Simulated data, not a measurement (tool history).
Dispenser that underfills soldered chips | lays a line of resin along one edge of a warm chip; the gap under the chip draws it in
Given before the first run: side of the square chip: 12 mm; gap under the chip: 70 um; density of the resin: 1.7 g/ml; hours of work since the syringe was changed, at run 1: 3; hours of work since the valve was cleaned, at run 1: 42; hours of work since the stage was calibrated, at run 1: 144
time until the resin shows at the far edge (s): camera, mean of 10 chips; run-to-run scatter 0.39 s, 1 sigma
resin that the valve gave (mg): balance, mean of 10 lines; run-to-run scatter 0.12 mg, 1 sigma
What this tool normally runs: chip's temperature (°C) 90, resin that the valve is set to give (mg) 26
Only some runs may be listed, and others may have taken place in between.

run    day  chip's temperature (°C)  resin that the valve is set to give (mg)  hours of work since the syringe was changed  hours of work since the valve was cleaned  hours of work since the stage was calibrated  time until the resin shows at the far edge (s)  resin that the valve gave (mg)
  1      0                       90                                        26                                            3                                         42                                           144                                            29.2                           25.45
  2  0.104                       90                                      28.5                                            5                                         44                                           146                                            31.3                           27.87
     0.171  -- new syringe of resin
  3  0.254                       90                                      22.4                                            1                                         47                                           148                                            26.7                           22.02
  4  0.421                       90                                      22.4                                            4                                         49                                           151                                            32.1                           21.77
     0.525  -- new syringe of resin
  5  0.638                       90                                      22.4                                            2                                         53                                           155                                            28.5                           21.87
  6    0.8                      100                                      22.4                                            5                                         56                                           157                                            22.4                           21.66
     0.883  -- new syringe of resin
  7   1.05                      100                                      22.4                                            3                                         60                                           161                                            20.9                           21.71
  8  1.204                       90                                        26                                            6                                         63                                           164                                              34                           25.17
     1.238  -- new syringe of resin
  9  1.325                       90                                        26                                            1                                         65                                           166                                            27.4                           25.44
 10  1.483                       90                                        26                                            4                                         67                                           169                                            30.9                           25.24
     1.583  -- new syringe of resin
 11  1.704                       90                                        26                                            2                                         71                                           172                                            27.8                           25.11
 12  1.804                       90                                        26                                            4                                         73                                           174                                            30.5                           24.93
     1.938  -- new syringe of resin
 13  1.992                       82                                        26                                            1                                         76                                           177                                              37                           25.13
 14  2.233                       82                                        26                                            5                                         80                                           182                                            44.8                           24.93
     2.283  -- new syringe of resin
 15  2.412                       82                                        26                                            2                                         83                                           184                                            38.6                           24.81
 16  2.588                       82                                      27.5                                            5                                         86                                           187                                            44.8                           26.36
     2.646  -- new syringe of resin
 17  2.817                       82                                      27.5                                            3                                         90                                           191                                            39.6                           26.14
     2.992  -- new syringe of resin
 18  3.004                       82                                      27.5                                            0                                         93                                           194                                            34.5                           26.25
 19  3.175                       82                                      27.5                                            3                                         96                                           197                                            40.3                           25.94
     3.354  -- new syringe of resin
 20  3.429                       82                                      33.3                                            1                                        100                                           202                                            35.5                           31.61
 21  3.604                       87                                      23.9                                            4                                        103                                           205                                            36.5                           22.73
       3.7  -- new syringe of resin
 22  3.821                       85                                      30.7                                            2                                        107                                           208                                            33.4                              29
 23  3.979                       85                                      30.7                                            5                                        109                                           211                                            38.6                           29.09
      4.05  -- new syringe of resin
 24  4.167                       85                                      23.5                                            2                                        112                                           214                                            34.6                           22.29
 25  4.342                       85                                      23.5                                            5                                        116                                           217                                            40.6                           22.25
     4.408  -- new syringe of resin
 26  4.542                       96                                      25.3                                            2                                        119                                           220                                            23.5                           23.94
     4.767  -- new syringe of resin
 27  4.767                       99                                      25.7                                            0                                        123                                           224                                            18.4                           24.35
 28  4.921                       84                                      22.3                                            3                                        125                                           227                                            38.5                           21.05
 29  5.046                       84                                      22.3                                            5                                        127                                           229                                            42.5                           20.97
     5.125  -- new syringe of resin
 30  5.162                       78                                      27.2                                            1                                        129                                           231                                            42.7                           25.58
 31  5.396                       80                                        26                                            5                                        133                                           235                                            48.9                           24.46
     5.488  -- new syringe of resin
 32  5.521                       80                                        26                                            1                                        135                                           237                                            38.9                           24.21
     5.658  -- dispensing valve cleaned and set on the balance
 33  5.729                       75                                        26                                            3                                          1                                           240                                            55.3                           26.08
 34  5.846                       76                                      27.3                                            6                                          3                                           242                                            60.5                           27.33
     5.875  -- new syringe of resin
 35  6.088                       78                                      31.8                                            4                                          7                                           246                                            47.7                           31.94
 36  6.188                       90                                      25.3                                            5                                          9                                           247                                            33.1                           25.63

How would selected steps in time until the resin shows at the far edge (s) from run to run divide? Give the signed amount a tool lacking its hidden state would still show from settings, what came in and random variation, and the signed amount left for the hidden state, including any gauge scatter that is not in both of the compared results.
The hidden state here: resin's viscosity, % of fresh resin's; dose that the valve gives, % of what is set; true chip temperature over the reading, C; drift of the gauge itself on fill_s, %; drift of the gauge itself on given_mg, %.
Run 13 -> 14: no setting touched and nothing written in the log between the runs. time until the resin shows at the far edge (s) +7.8: hidden state +8.9, all else -1.1.
Run 25 -> 26: chip's temperature (°C) 85 -> 96, resin that the valve is set to give (mg) 23.5 -> 25.3, new syringe of resin. time until the resin shows at the far edge (s) -17.1: hidden state -6.6, all else -10.5.
Run 27 -> 28: chip's temperature (°C) 99 -> 84, resin that the valve is set to give (mg) 25.7 -> 22.3. time until the resin shows at the far edge (s) +20.1: hidden state +5.9, all else +14.2.
Run 30 -> 31: chip's temperature (°C) 78 -> 80, resin that the valve is set to give (mg) 27.2 -> 26. time until the resin shows at the far edge (s) +6.2: hidden state +9.4, all else -3.2.
Run 31 -> 32: new syringe of resin. time until the resin shows at the far edge (s) -10: hidden state -9.1, all else -0.9.
Run 32 -> 33: chip's temperature (°C) 80 -> 75, dispensing valve cleaned and set on the balance. time until the resin shows at the far edge (s) +16.4: hidden state +8, all else +8.4.
